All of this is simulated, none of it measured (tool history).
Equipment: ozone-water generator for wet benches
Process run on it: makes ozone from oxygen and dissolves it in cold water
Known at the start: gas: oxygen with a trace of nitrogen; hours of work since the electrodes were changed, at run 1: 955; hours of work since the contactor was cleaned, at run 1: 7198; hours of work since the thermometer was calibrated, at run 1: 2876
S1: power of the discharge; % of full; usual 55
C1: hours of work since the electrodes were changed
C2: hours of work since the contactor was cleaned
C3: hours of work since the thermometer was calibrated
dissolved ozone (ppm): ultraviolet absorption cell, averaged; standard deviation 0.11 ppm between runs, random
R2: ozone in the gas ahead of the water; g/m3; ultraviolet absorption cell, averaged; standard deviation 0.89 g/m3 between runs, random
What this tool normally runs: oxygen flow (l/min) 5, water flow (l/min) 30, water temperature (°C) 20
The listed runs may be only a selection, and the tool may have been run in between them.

{"run": 1, "day": 0.0, "S1": 55, "oxygen flow (l/min)": 5, "water flow (l/min)": 30, "water temperature (°C)": 20, "C1": 955, "C2": 7198, "C3": 2876, "dissolved ozone (ppm)": 11.9, "R2": 147.3}
{"run": 2, "day": 3.662, "S1": 55, "oxygen flow (l/min)": 5, "water flow (l/min)": 30, "water temperature (°C)": 20, "C1": 1010, "C2": 7253, "C3": 2931, "dissolved ozone (ppm)": 12, "R2": 149.1}
{"run": 3, "day": 10.758, "S1": 55, "oxygen flow (l/min)": 5, "water flow (l/min)": 30, "water temperature (°C)": 20, "C1": 1117, "C2": 7359, "C3": 3038, "dissolved ozone (ppm)": 11.7, "R2": 148}
{"run": 4, "day": 17.625, "S1": 55, "oxygen flow (l/min)": 5, "water flow (l/min)": 30, "water temperature (°C)": 20, "C1": 1220, "C2": 7462, "C3": 3141, "dissolved ozone (ppm)": 11.8, "R2": 147.8}
{"run": 5, "day": 24.462, "S1": 55, "oxygen flow (l/min)": 3.67, "water flow (l/min)": 30, "water temperature (°C)": 20, "C1": 1323, "C2": 7565, "C3": 3243, "dissolved ozone (ppm)": 12.1, "R2": 181.4}
{"run": 6, "day": 30.888, "S1": 55, "oxygen flow (l/min)": 5, "water flow (l/min)": 46, "water temperature (°C)": 20, "C1": 1419, "C2": 7661, "C3": 3340, "dissolved ozone (ppm)": 8.1, "R2": 149.6}
{"run": 7, "day": 36.742, "S1": 55, "oxygen flow (l/min)": 5, "water flow (l/min)": 46, "water temperature (°C)": 22, "C1": 1507, "C2": 7749, "C3": 3428, "dissolved ozone (ppm)": 7.9, "R2": 146.4}
{"day": 41.171, "done": "water thermometer calibrated"}
{"run": 8, "day": 41.412, "S1": 55, "oxygen flow (l/min)": 5, "water flow (l/min)": 30, "water temperature (°C)": 20, "C1": 1577, "C2": 7819, "C3": 4, "dissolved ozone (ppm)": 11.9, "R2": 147.9}
{"run": 9, "day": 48.025, "S1": 55, "oxygen flow (l/min)": 5, "water flow (l/min)": 30, "water temperature (°C)": 20, "C1": 1676, "C2": 7918, "C3": 103, "dissolved ozone (ppm)": 12.1, "R2": 146.7}
{"run": 10, "day": 52.083, "S1": 45, "oxygen flow (l/min)": 7.52, "water flow (l/min)": 30, "water temperature (°C)": 20, "C1": 1737, "C2": 7979, "C3": 164, "dissolved ozone (ppm)": 9.6, "R2": 92.5}
{"run": 11, "day": 60.058, "S1": 45, "oxygen flow (l/min)": 7.52, "water flow (l/min)": 30, "water temperature (°C)": 20, "C1": 1857, "C2": 8099, "C3": 284, "dissolved ozone (ppm)": 9.5, "R2": 92.7}
{"run": 12, "day": 64.158, "S1": 45, "oxygen flow (l/min)": 2.77, "water flow (l/min)": 38, "water temperature (°C)": 16, "C1": 1918, "C2": 8161, "C3": 345, "dissolved ozone (ppm)": 8, "R2": 185}
{"run": 13, "day": 70.083, "S1": 45, "oxygen flow (l/min)": 2.77, "water flow (l/min)": 38, "water temperature (°C)": 16, "C1": 2007, "C2": 8250, "C3": 434, "dissolved ozone (ppm)": 8.1, "R2": 184}
{"run": 14, "day": 74.171, "S1": 45, "oxygen flow (l/min)": 2.77, "water flow (l/min)": 30, "water temperature (°C)": 28, "C1": 2069, "C2": 8311, "C3": 495, "dissolved ozone (ppm)": 9.2, "R2": 185.3}
{"run": 15, "day": 78.621, "S1": 45, "oxygen flow (l/min)": 2.77, "water flow (l/min)": 30, "water temperature (°C)": 28, "C1": 2135, "C2": 8378, "C3": 562, "dissolved ozone (ppm)": 9.2, "R2": 184.8}
{"run": 16, "day": 83.429, "S1": 60, "oxygen flow (l/min)": 7.28, "water flow (l/min)": 30, "water temperature (°C)": 28, "C1": 2208, "C2": 8450, "C3": 634, "dissolved ozone (ppm)": 11.1, "R2": 122.4}
{"run": 17, "day": 90.733, "S1": 48, "oxygen flow (l/min)": 5, "water flow (l/min)": 39, "water temperature (°C)": 19, "C1": 2317, "C2": 8560, "C3": 744, "dissolved ozone (ppm)": 8.4, "R2": 129.7}

Each row is a separate what-if for the run after 17, all from the same tool condition, not one after another. Results?
{"run": "A", "day": 94.567, "S1": 85, "oxygen flow (l/min)": 5, "water flow (l/min)": 30, "water temperature (°C)": 20, "C1": 2375, "C2": 8617, "C3": 802, "dissolved ozone (ppm)": "?", "R2": "?"}
{"run": "B", "day": 94.567, "S1": 83, "oxygen flow (l/min)": 5, "water flow (l/min)": 23, "water temperature (°C)": 19, "C1": 2375, "C2": 8617, "C3": 802, "dissolved ozone (ppm)": "?", "R2": "?"}
{"run": "C", "day": 94.567, "S1": 66, "oxygen flow (l/min)": 5, "water flow (l/min)": 30, "water temperature (°C)": 14, "C1": 2375, "C2": 8617, "C3": 802, "dissolved ozone (ppm)": "?", "R2": "?"}
{"run": "D", "day": 94.567, "S1": 55, "oxygen flow (l/min)": 5, "water flow (l/min)": 25, "water temperature (°C)": 20, "C1": 2375, "C2": 8617, "C3": 802, "dissolved ozone (ppm)": "?", "R2": "?"}

run=A dissolved_ozone_(ppm)=17.6 R2=219
run=B dissolved_ozone_(ppm)=21.8 R2=215.8
run=C dissolved_ozone_(ppm)=14.9 R2=173.2
run=D dissolved_ozone_(ppm)=13.7 R2=147
Had the tool no hidden state, the same runs would have come out as:
run=A dissolved_ozone_(ppm)=17.7 R2=219.2
run=B dissolved_ozone_(ppm)=21.8 R2=216
run=C dissolved_ozone_(ppm)=14.9 R2=173.3
run=D dissolved_ozone_(ppm)=13.7 R2=147.1
